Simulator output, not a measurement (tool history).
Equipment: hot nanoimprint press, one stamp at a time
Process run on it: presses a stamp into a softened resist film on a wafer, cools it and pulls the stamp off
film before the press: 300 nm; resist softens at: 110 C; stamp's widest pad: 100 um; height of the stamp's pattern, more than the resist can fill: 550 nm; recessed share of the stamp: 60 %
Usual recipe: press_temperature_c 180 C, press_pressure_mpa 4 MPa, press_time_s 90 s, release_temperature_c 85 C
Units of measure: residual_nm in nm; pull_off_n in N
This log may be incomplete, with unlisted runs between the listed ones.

run 1 hour=0 | press_temperature_c=180 press_pressure_mpa=4 press_time_s=90 release_temperature_c=85 | residual_nm=135.7 pull_off_n=177
run 2 hour=7.1 | press_temperature_c=180 press_pressure_mpa=4 press_time_s=90 release_temperature_c=85 | residual_nm=135.1 pull_off_n=171
run 3 hour=15.4 | press_temperature_c=180 press_pressure_mpa=4.36 press_time_s=90 release_temperature_c=85 | residual_nm=130.5 pull_off_n=174
run 4 hour=25.9 | press_temperature_c=180 press_pressure_mpa=4.36 press_time_s=90 release_temperature_c=85 | residual_nm=131.1 pull_off_n=167
run 5 hour=36.8 | press_temperature_c=180 press_pressure_mpa=4.36 press_time_s=90 release_temperature_c=85 | residual_nm=130.3 pull_off_n=182
run 6 hour=44.2 | press_temperature_c=171 press_pressure_mpa=4.36 press_time_s=90 release_temperature_c=85 | residual_nm=186.4 pull_off_n=186
run 7 hour=54.1 | press_temperature_c=180 press_pressure_mpa=4 press_time_s=90 release_temperature_c=85 | residual_nm=135.4 pull_off_n=183
run 8 hour=61.5 | press_temperature_c=180 press_pressure_mpa=4 press_time_s=90 release_temperature_c=85 | residual_nm=137 pull_off_n=174
run 9 hour=73.5 | press_temperature_c=180 press_pressure_mpa=4 press_time_s=90 release_temperature_c=85 | residual_nm=137.7 pull_off_n=185
run 10 hour=85.1 | press_temperature_c=180 press_pressure_mpa=4 press_time_s=90 release_temperature_c=77 | residual_nm=136.7 pull_off_n=211
run 11 hour=98.9 | press_temperature_c=180 press_pressure_mpa=4 press_time_s=90 release_temperature_c=77 | residual_nm=135.1 pull_off_n=217
run 12 hour=110.9 | press_temperature_c=180 press_pressure_mpa=4 press_time_s=90 release_temperature_c=86 | residual_nm=136 pull_off_n=184
-- hour=114.5 plate thermocouple calibrated
run 13 hour=120.3 | press_temperature_c=180 press_pressure_mpa=4 press_time_s=90 release_temperature_c=86 | residual_nm=140.1 pull_off_n=187
run 14 hour=134.5 | press_temperature_c=180 press_pressure_mpa=4 press_time_s=90 release_temperature_c=86 | residual_nm=139.2 pull_off_n=186
run 15 hour=143.6 | press_temperature_c=187 press_pressure_mpa=4.51 press_time_s=90 release_temperature_c=87 | residual_nm=99.2 pull_off_n=191
run 16 hour=150.4 | press_temperature_c=173 press_pressure_mpa=2.56 press_time_s=90 release_temperature_c=84 | residual_nm=216.3 pull_off_n=190
run 17 hour=163.7 | press_temperature_c=173 press_pressure_mpa=2.52 press_time_s=91 release_temperature_c=84 | residual_nm=217.3 pull_off_n=200
run 18 hour=170.6 | press_temperature_c=189 press_pressure_mpa=2.99 press_time_s=139 release_temperature_c=84 | residual_nm=99.1 pull_off_n=199
-- hour=174.9 plate thermocouple calibrated, once more
run 19 hour=188 | press_temperature_c=187 press_pressure_mpa=4.04 press_time_s=50 release_temperature_c=76 | residual_nm=125.5 pull_off_n=217
run 20 hour=197.2 | press_temperature_c=180 press_pressure_mpa=4.04 press_time_s=50 release_temperature_c=86 | residual_nm=160.3 pull_off_n=188
run 21 hour=206.3 | press_temperature_c=184 press_pressure_mpa=3.48 press_time_s=90 release_temperature_c=85 | residual_nm=123 pull_off_n=202
run 22 hour=212.9 | press_temperature_c=184 press_pressure_mpa=3.48 press_time_s=90 release_temperature_c=85 | residual_nm=123.6 pull_off_n=196
run 23 hour=226.1 | press_temperature_c=184 press_pressure_mpa=3.48 press_time_s=90 release_temperature_c=85 | residual_nm=123.6 pull_off_n=192
run 24 hour=235.9 | press_temperature_c=174 press_pressure_mpa=4.52 press_time_s=49 release_temperature_c=92 | residual_nm=190.2 pull_off_n=171
run 25 hour=250.2 | press_temperature_c=174 press_pressure_mpa=4.52 press_time_s=49 release_temperature_c=79 | residual_nm=189.7 pull_off_n=220

Forecast each of these 5 alternatives for the next run:
run A hour=259.7 | press_temperature_c=174 press_pressure_mpa=4.52 press_time_s=48 release_temperature_c=75 | residual_nm=? pull_off_n=?
run B hour=259.7 | press_temperature_c=180 press_pressure_mpa=4.52 press_time_s=49 release_temperature_c=90 | residual_nm=? pull_off_n=?
run C hour=259.7 | press_temperature_c=172 press_pressure_mpa=4 press_time_s=130 release_temperature_c=74 | residual_nm=? pull_off_n=?
run D hour=259.7 | press_temperature_c=186 press_pressure_mpa=5.32 press_time_s=103 release_temperature_c=85 | residual_nm=? pull_off_n=?
run E hour=259.7 | press_temperature_c=174 press_pressure_mpa=4.52 press_time_s=142 release_temperature_c=79 | residual_nm=? pull_off_n=?

run=A residual_nm=192.2 pull_off_n=243
run=B residual_nm=153.1 pull_off_n=179
run=C residual_nm=164.9 pull_off_n=241
run=D residual_nm=85.9 pull_off_n=200
run=E residual_nm=137.6 pull_off_n=219
With no hidden state in the tool, these same runs would have given:
run=A residual_nm=189.5 pull_off_n=166
run=B residual_nm=150.6 pull_off_n=122
run=C residual_nm=162.5 pull_off_n=165
run=D residual_nm=84.1 pull_off_n=137
run=E residual_nm=135.2 pull_off_n=149
